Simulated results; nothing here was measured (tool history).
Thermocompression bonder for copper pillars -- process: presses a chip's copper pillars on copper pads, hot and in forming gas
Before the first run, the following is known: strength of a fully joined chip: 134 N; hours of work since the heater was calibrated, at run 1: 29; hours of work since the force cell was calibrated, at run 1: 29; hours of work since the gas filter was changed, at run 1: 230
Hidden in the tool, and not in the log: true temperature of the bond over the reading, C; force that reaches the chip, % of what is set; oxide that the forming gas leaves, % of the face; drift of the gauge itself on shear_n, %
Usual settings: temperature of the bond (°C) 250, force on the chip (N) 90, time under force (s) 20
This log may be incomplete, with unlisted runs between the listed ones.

| run | hour | temperature of the bond (°C) | force on the chip (N) | time under force (s) | hours of work since the heater was calibrated | hours of work since the force cell was calibrated | hours of work since the gas filter was changed | force that shears a chip off (N) |
|---|---|---|---|---|---|---|---|---|
| 1 | 0.0 | 250 | 90 | 20 | 29 | 29 | 230 | 91.6 |
| 2 | 34.0 | 250 | 55 | 20 | 45 | 45 | 246 | 68.0 |
| 3 | 79.9 | 250 | 55 | 20 | 67 | 67 | 268 | 67.6 |
| 4 | 115.1 | 241 | 55 | 20 | 84 | 84 | 285 | 59.4 |
| 5 | 147.0 | 241 | 55 | 20 | 100 | 100 | 300 | 59.1 |
| 6 | 184.5 | 250 | 90 | 47 | 118 | 118 | 318 | 106.2 |
| 7 | 251.3 | 250 | 90 | 47 | 150 | 150 | 351 | 105.7 |
| 8 | 316.5 | 250 | 90 | 47 | 181 | 181 | 382 | 106.0 |
|  | 339.6 | forming gas filter changed |
| 9 | 355.1 | 250 | 90 | 47 | 200 | 200 | 7 | 115.6 |
| 10 | 409.1 | 250 | 90 | 47 | 226 | 226 | 33 | 114.6 |
| 11 | 462.0 | 250 | 90 | 47 | 251 | 251 | 59 | 114.9 |
| 12 | 508.9 | 261 | 90 | 47 | 274 | 274 | 81 | 120.7 |
| 13 | 556.5 | 250 | 90 | 20 | 296 | 296 | 104 | 94.6 |
| 14 | 617.1 | 267 | 90 | 41 | 326 | 326 | 133 | 120.2 |
| 15 | 653.8 | 278 | 99 | 14 | 343 | 343 | 151 | 112.4 |
| 16 | 703.2 | 239 | 105 | 14 | 367 | 367 | 175 | 83.6 |
| 17 | 741.3 | 272 | 104 | 27 | 385 | 385 | 193 | 119.5 |
| 18 | 809.1 | 272 | 104 | 27 | 418 | 418 | 226 | 117.9 |
| 19 | 878.2 | 272 | 104 | 27 | 451 | 451 | 259 | 117.1 |
| 20 | 938.1 | 272 | 104 | 27 | 480 | 480 | 288 | 116.7 |
| 21 | 977.9 | 272 | 104 | 27 | 499 | 499 | 307 | 115.4 |
| 22 | 1030.4 | 228 | 91 | 20 | 524 | 524 | 332 | 70.7 |
| 23 | 1084.2 | 250 | 127 | 48 | 550 | 550 | 358 | 116.5 |
| 24 | 1123.1 | 261 | 90 | 20 | 569 | 569 | 377 | 98.7 |
|  | 1157.8 | forming gas filter changed |
| 25 | 1171.0 | 261 | 90 | 20 | 592 | 592 | 6 | 107.8 |

Some steps in force that shears a chip off (N), run to run, broken into two amounts with sign: the step expected even without the hidden condition (settings, incoming material, random variation), and the rest, left for the hidden condition together with whatever gauge scatter is not in both the measured and the hidden-condition-free result:
Run 5 -> 6: temperature of the bond (°C) 241 -> 250, force on the chip (N) 55 -> 90, time under force (s) 20 -> 47. force that shears a chip off (N) +47.1: hidden state -3.5, all else +50.6.
Run 8 -> 9: forming gas filter changed. force that shears a chip off (N) +9.6: hidden state +9.2, all else +0.4.
Run 22 -> 23: temperature of the bond (°C) 228 -> 250, force on the chip (N) 91 -> 127, time under force (s) 20 -> 48. force that shears a chip off (N) +45.8: hidden state -4.9, all else +50.7.
Run 24 -> 25: forming gas filter changed. force that shears a chip off (N) +9.1: hidden state +8.6, all else +0.5.
